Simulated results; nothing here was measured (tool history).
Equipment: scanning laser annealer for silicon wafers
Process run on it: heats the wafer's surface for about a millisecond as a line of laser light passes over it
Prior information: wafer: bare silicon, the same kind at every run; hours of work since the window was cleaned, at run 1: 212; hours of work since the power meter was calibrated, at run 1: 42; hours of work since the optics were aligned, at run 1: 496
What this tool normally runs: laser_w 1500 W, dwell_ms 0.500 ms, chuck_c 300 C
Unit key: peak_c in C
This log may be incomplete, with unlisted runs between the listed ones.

run    day  laser_w  dwell_ms  chuck_c  hours of work since the window was cleaned  hours of work since the power meter was calibrated  hours of work since the optics were aligned  peak_c
  1  0.000     1500     0.500      300                                         212                                                  42                                          496     984
  2  0.725     1500     0.500      300                                         226                                                  56                                          510     985
  3  1.229     1500     0.446      300                                         236                                                  66                                          520     944
  4  1.650     1500     0.446      300                                         244                                                  74                                          528     940
  5  2.088     1500     0.446      300                                         252                                                  82                                          536     941
  6  2.450     1493     0.500      300                                         259                                                  89                                          543     979
  7  2.812     1493     0.500      300                                         266                                                  96                                          550     974
  8  3.292     1493     0.500      286                                         275                                                 105                                          559     960
  9  3.925     1493     0.500      286                                         287                                                 117                                          571     960

Run 10 comes next. What will it give?
 10  4.512     1500     0.480      314                                         299                                                 128                                          583       ?

peak_c: 978 C
With the hidden condition absent and the run-to-run variation left alone, this run would have shown peak_c 1009 C.
